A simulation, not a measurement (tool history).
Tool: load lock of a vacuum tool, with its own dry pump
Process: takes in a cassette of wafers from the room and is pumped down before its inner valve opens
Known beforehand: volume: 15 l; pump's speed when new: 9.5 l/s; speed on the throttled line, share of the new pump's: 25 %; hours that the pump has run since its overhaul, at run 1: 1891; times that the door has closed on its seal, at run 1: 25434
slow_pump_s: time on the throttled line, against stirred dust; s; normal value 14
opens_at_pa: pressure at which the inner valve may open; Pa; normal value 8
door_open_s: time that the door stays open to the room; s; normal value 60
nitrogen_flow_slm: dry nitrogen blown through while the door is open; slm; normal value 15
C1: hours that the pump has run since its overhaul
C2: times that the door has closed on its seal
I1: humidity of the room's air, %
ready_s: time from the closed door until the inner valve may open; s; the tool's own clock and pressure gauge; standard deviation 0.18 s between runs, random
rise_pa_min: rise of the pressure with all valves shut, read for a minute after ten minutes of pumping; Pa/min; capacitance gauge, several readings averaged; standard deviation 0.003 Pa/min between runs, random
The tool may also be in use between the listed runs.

run 1 hour=0 | slow_pump_s=14 opens_at_pa=8 door_open_s=60 nitrogen_flow_slm=15 | C1=1891 C2=25434 | I1=43.6 | ready_s=25.9 rise_pa_min=0.232
run 2 hour=243.4 | slow_pump_s=21 opens_at_pa=8 door_open_s=60 nitrogen_flow_slm=15 | C1=2134 C2=26612 | I1=45.6 | ready_s=31.2 rise_pa_min=0.247
run 3 hour=538.3 | slow_pump_s=21 opens_at_pa=8 door_open_s=115 nitrogen_flow_slm=15 | C1=2429 C2=28040 | I1=43.4 | ready_s=31.1 rise_pa_min=0.286
run 4 hour=795.7 | slow_pump_s=21 opens_at_pa=8 door_open_s=115 nitrogen_flow_slm=15 | C1=2687 C2=29286 | I1=46.3 | ready_s=30.8 rise_pa_min=0.303
run 5 hour=1070.4 | slow_pump_s=21 opens_at_pa=8 door_open_s=115 nitrogen_flow_slm=15 | C1=2961 C2=30616 | I1=44.3 | ready_s=31.1 rise_pa_min=0.309
run 6 hour=1218.9 | slow_pump_s=21 opens_at_pa=8 door_open_s=115 nitrogen_flow_slm=15 | C1=3110 C2=31335 | I1=41.4 | ready_s=30.9 rise_pa_min=0.329
run 7 hour=1453.4 | slow_pump_s=21 opens_at_pa=8 door_open_s=115 nitrogen_flow_slm=15 | C1=3344 C2=32470 | I1=42.3 | ready_s=30.9 rise_pa_min=0.337
run 8 hour=1737.4 | slow_pump_s=21 opens_at_pa=8 door_open_s=115 nitrogen_flow_slm=15 | C1=3628 C2=33845 | I1=46.4 | ready_s=31.3 rise_pa_min=0.373
run 9 hour=1905.8 | slow_pump_s=14 opens_at_pa=8 door_open_s=60 nitrogen_flow_slm=15 | C1=3797 C2=34661 | I1=42.9 | ready_s=25.9 rise_pa_min=0.341
-- hour=2075.8 door's seal changed, seat wiped
run 10 hour=2075.8 | slow_pump_s=14 opens_at_pa=8 door_open_s=60 nitrogen_flow_slm=19 | C1=3965 C2=0 | I1=44.7 | ready_s=25.8 rise_pa_min=0.05
run 11 hour=2330.8 | slow_pump_s=14 opens_at_pa=8 door_open_s=60 nitrogen_flow_slm=19 | C1=4220 C2=1235 | I1=44.9 | ready_s=25.9 rise_pa_min=0.053
run 12 hour=2630.2 | slow_pump_s=14 opens_at_pa=8 door_open_s=60 nitrogen_flow_slm=15 | C1=4520 C2=2685 | I1=42.2 | ready_s=26.1 rise_pa_min=0.058
run 13 hour=2837.1 | slow_pump_s=14 opens_at_pa=8 door_open_s=60 nitrogen_flow_slm=40 | C1=4726 C2=3686 | I1=43.4 | ready_s=25.8 rise_pa_min=0.053
run 14 hour=2995.1 | slow_pump_s=14 opens_at_pa=8 door_open_s=60 nitrogen_flow_slm=40 | C1=4884 C2=4451 | I1=45.7 | ready_s=26 rise_pa_min=0.051
run 15 hour=3258.9 | slow_pump_s=14 opens_at_pa=8 door_open_s=60 nitrogen_flow_slm=40 | C1=5148 C2=5728 | I1=48.3 | ready_s=26.1 rise_pa_min=0.059
run 16 hour=3426.6 | slow_pump_s=9 opens_at_pa=9 door_open_s=27 nitrogen_flow_slm=9 | C1=5316 C2=6540 | I1=43 | ready_s=22.4 rise_pa_min=0.06
run 17 hour=3696.7 | slow_pump_s=14 opens_at_pa=9 door_open_s=60 nitrogen_flow_slm=6 | C1=5586 C2=7848 | I1=45.5 | ready_s=25.7 rise_pa_min=0.09
run 18 hour=3911.8 | slow_pump_s=14 opens_at_pa=8 door_open_s=49 nitrogen_flow_slm=15 | C1=5801 C2=8889 | I1=44.5 | ready_s=26.1 rise_pa_min=0.083
run 19 hour=4213.6 | slow_pump_s=14 opens_at_pa=11 door_open_s=136 nitrogen_flow_slm=15 | C1=6103 C2=10350 | I1=45.3 | ready_s=25.4 rise_pa_min=0.126
run 20 hour=4447.9 | slow_pump_s=14 opens_at_pa=8 door_open_s=60 nitrogen_flow_slm=18 | C1=6337 C2=11485 | I1=44.8 | ready_s=26.2 rise_pa_min=0.101
run 21 hour=4650.7 | slow_pump_s=17 opens_at_pa=8 door_open_s=105 nitrogen_flow_slm=18 | C1=6540 C2=12467 | I1=42.4 | ready_s=28.3 rise_pa_min=0.115
run 22 hour=4861.7 | slow_pump_s=17 opens_at_pa=8 door_open_s=105 nitrogen_flow_slm=18 | C1=6751 C2=13488 | I1=42.9 | ready_s=28.4 rise_pa_min=0.128
run 23 hour=4988.7 | slow_pump_s=16 opens_at_pa=8 door_open_s=52 nitrogen_flow_slm=15 | C1=6878 C2=14103 | I1=45.4 | ready_s=27.8 rise_pa_min=0.112
run 24 hour=5164.5 | slow_pump_s=8 opens_at_pa=14 door_open_s=107 nitrogen_flow_slm=30 | C1=7054 C2=14954 | I1=44.7 | ready_s=21 rise_pa_min=0.13
run 25 hour=5331.3 | slow_pump_s=14 opens_at_pa=8 door_open_s=236 nitrogen_flow_slm=15 | C1=7221 C2=15761 | I1=44.8 | ready_s=26.4 rise_pa_min=0.204
run 26 hour=5487.1 | slow_pump_s=14 opens_at_pa=8 door_open_s=236 nitrogen_flow_slm=15 | C1=7376 C2=16516 | I1=47.7 | ready_s=26.2 rise_pa_min=0.217
run 27 hour=5745.9 | slow_pump_s=14 opens_at_pa=8 door_open_s=236 nitrogen_flow_slm=15 | C1=7635 C2=17769 | I1=49.9 | ready_s=26.3 rise_pa_min=0.225
run 28 hour=5887.3 | slow_pump_s=7 opens_at_pa=13 door_open_s=28 nitrogen_flow_slm=20 | C1=7777 C2=18454 | I1=45 | ready_s=20.3 rise_pa_min=0.136
run 29 hour=6173.1 | slow_pump_s=16 opens_at_pa=8 door_open_s=60 nitrogen_flow_slm=21 | C1=8062 C2=19837 | I1=44.3 | ready_s=28.2 rise_pa_min=0.168
run 30 hour=6348.2 | slow_pump_s=8 opens_at_pa=9 door_open_s=34 nitrogen_flow_slm=15 | C1=8237 C2=20685 | I1=44.9 | ready_s=21.8 rise_pa_min=0.165

A few steps of ready_s between consecutive runs. Split each: what settings, incoming material and random variation would produce without the hidden state, and what is left over for the hidden state, along with gauge scatter present in only one of the two compared results (measured, and without hidden state):
What the log doesn't record here: pump's speed, % of a new pump's; leak at the door's seal, Pa l/s; drift of the gauge itself on ready_s, %; drift of the gauge itself on rise_pa_min, %.
Run 6 -> 7: nothing adjusted, nothing logged. ready_s +0 s: hidden state +0.1, all else -0.1.
Run 8 -> 9: slow_pump_s 21 -> 14, door_open_s 115 -> 60. ready_s -5.4 s: hidden state +0.1, all else -5.5.
Run 23 -> 24: slow_pump_s 16 -> 8, opens_at_pa 8 -> 14, door_open_s 52 -> 107, nitrogen_flow_slm 15 -> 30. ready_s -6.8 s: hidden state +0.2, all else -7.
Run 28 -> 29: slow_pump_s 7 -> 16, opens_at_pa 13 -> 8, door_open_s 28 -> 60, nitrogen_flow_slm 20 -> 21. ready_s +7.9 s: hidden state +0, all else +7.9.
Run 29 -> 30: slow_pump_s 16 -> 8, opens_at_pa 8 -> 9, door_open_s 60 -> 34, nitrogen_flow_slm 21 -> 15. ready_s -6.4 s: hidden state +0.1, all else -6.5.
